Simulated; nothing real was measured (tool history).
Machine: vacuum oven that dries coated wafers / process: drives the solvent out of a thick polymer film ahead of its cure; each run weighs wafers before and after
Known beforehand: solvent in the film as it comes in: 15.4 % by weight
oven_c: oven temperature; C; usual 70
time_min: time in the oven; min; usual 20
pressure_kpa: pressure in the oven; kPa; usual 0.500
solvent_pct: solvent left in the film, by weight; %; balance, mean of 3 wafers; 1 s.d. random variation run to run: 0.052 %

run	hour	oven_c	time_min	pressure_kpa	solvent_pct
1	0.0	70	20	0.500	1.47
2	11.7	70	19	0.500	1.59
3	23.1	79	20	0.500	0.52
4	34.2	79	20	0.500	0.56
5	39.1	76	20	0.500	0.81
6	49.8	70	20	0.500	1.48
7	55.8	81	20	0.500	0.46
8	63.4	81	20	0.500	0.48
9	72.6	70	12	0.500	3.04
10	78.3	70	12	0.500	3.05
11	83.4	70	21	0.500	1.43
12	90.6	70	21	0.500	1.45
13	97.2	70	21	0.500	1.58
14	109.0	70	20	0.500	1.49
15	117.7	70	20	0.500	1.51
16	127.4	70	20	0.516	1.49
17	138.3	60	20	0.516	4.51
18	145.0	60	20	0.516	4.52
19	154.1	60	20	0.516	4.45
20	162.0	70	20	0.500	1.54
21	171.2	70	20	0.500	1.45
22	181.3	70	23	0.500	1.29
23	188.5	70	24	0.500	1.14
24	194.2	70	20	1.259	2.50
25	201.8	68	24	1.259	2.50
26	213.4	76	19	0.825	1.13
# hour 215.9: oven's thermocouples calibrated
27	225.2	70	20	1.526	2.70
28	232.9	58	29	0.717	4.09
29	241.0	75	21	0.270	0.53
# hour 244.8: oven's thermocouples calibrated, once more
30	250.5	75	21	0.270	0.58
31	256.0	58	13	1.016	7.79
32	265.7	58	13	1.016	7.93
33	271.1	60	19	0.676	5.11
34	280.5	60	19	0.676	5.07
35	288.3	60	19	0.676	5.15
36	294.8	60	19	0.676	5.08
37	302.0	75	10	0.313	2.26
38	313.7	75	10	0.313	2.25
39	321.8	75	29	0.617	0.84
40	332.9	75	29	0.617	0.86
41	342.3	75	29	0.617	0.69
42	352.4	75	29	0.617	0.78
43	361.4	65	29	0.617	2.10
44	369.0	65	29	0.617	2.06
45	374.8	80	21	1.972	1.86
46	381.7	70	26	0.584	1.35
47	392.7	74	32	1.558	1.85

A few steps of solvent_pct between consecutive runs. Split each: what settings, incoming material and random variation would produce without the hidden state, and what is left over for the hidden state, along with gauge scatter present in only one of the two compared results (measured, and without hidden state):
The tool's hidden condition here consists of: true wafer temperature over the reading, C; true pressure over the reading, kPa; drift of the gauge itself on solvent_pct, %.
Run 8 -> 9: oven_c 81 -> 70, time_min 20 -> 12. solvent_pct +2.56 %: hidden state -0.15, all else +2.71.
Run 16 -> 17: oven_c 70 -> 60. solvent_pct +3.02 %: hidden state -0.10, all else +3.12.
Run 26 -> 27: oven_c 76 -> 70, time_min 19 -> 20, pressure_kpa 0.825 -> 1.526, oven's thermocouples calibrated. solvent_pct +1.57 %: hidden state -0.11, all else +1.68.
Run 28 -> 29: oven_c 58 -> 75, time_min 29 -> 21, pressure_kpa 0.717 -> 0.270. solvent_pct -3.56 %: hidden state +0.20, all else -3.76.
Run 30 -> 31: oven_c 75 -> 58, time_min 21 -> 13, pressure_kpa 0.270 -> 1.016. solvent_pct +7.21 %: hidden state -0.05, all else +7.26.

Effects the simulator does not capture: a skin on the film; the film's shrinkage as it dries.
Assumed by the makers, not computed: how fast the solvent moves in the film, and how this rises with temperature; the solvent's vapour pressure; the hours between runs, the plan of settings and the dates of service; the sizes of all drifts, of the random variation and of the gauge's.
